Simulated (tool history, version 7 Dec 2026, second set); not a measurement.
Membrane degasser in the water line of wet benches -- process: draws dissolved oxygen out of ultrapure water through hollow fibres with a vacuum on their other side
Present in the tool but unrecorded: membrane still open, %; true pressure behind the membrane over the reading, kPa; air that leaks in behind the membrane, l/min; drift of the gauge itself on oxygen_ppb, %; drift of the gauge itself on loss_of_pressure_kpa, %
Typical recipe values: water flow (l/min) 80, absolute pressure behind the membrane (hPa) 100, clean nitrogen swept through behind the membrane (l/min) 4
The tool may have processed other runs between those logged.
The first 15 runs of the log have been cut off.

run,day,water flow (l/min),absolute pressure behind the membrane (hPa),clean nitrogen swept through behind the membrane (l/min),hours since the membrane was changed,hours since the vacuum gauge was calibrated,hours since the vacuum lines were made tight,dissolved oxygen in the water behind the degasser (ppb),pressure that the water loses in the fibres (hPa)
16,28.6,80,100,2.83,1524,2362,4645,617.2,502.9
17,30.646,88,73,11.59,1573,2411,4695,342.7,550.5
18,32.808,115,73,9.06,1625,2463,4746,496.2,726
19,33.883,81,86,4.59,1650,2489,4772,436.3,505.7
20,35.817,81,100,2.58,1697,2535,4819,644.3,505
21,37.396,80,100,11.1,1735,2573,4857,348.5,499.8
22,39.462,80,100,11.1,1784,2623,4906,346.9,499.7
23,40.483,80,73,2.29,1809,2647,4931,518.9,498.1
# day 42.017: gauge calibrated
24,42.021,64,115,3.7,1846,2684,4968,473.7,409.7
25,43.867,66,114,2.4,1890,2728,5012,621.7,418.9
26,46.158,66,114,2.4,1945,2783,5067,621,420.9
27,48.125,86,234,5.77,1992,2831,5114,876.4,548.9
28,50.3,80,100,6.05,2044,2883,5166,432.4,506.6
29,51.762,55,111,2.86,2080,2918,5201,456,349.3
30,53.429,55,111,2.86,2120,2958,5241,462.8,349.4
31,54.833,55,111,3.29,2153,2992,5275,424.9,347
32,57.175,87,100,4,2209,3048,5331,571.8,548.4

Consider 3 possible next runs. They are alternatives, not a sequence: every one starts from the tool as it was left by run 32. What does each give?
A,58.4,87,65,4,2239,3077,5361,?,?
B,58.4,87,100,2.26,2239,3077,5361,?,?
C,58.4,75,116,3.96,2239,3077,5361,?,?

run,dissolved oxygen in the water behind the degasser (ppb),pressure that the water loses in the fibres (hPa)
A,417.1,551.1
B,742.4,549
C,541.5,476.7
Had the tool no hidden state, the same runs would have come out as:
run,dissolved oxygen in the water behind the degasser (ppb),pressure that the water loses in the fibres (hPa)
A,416.6,557.3
B,741.9,555.2
C,541.1,482
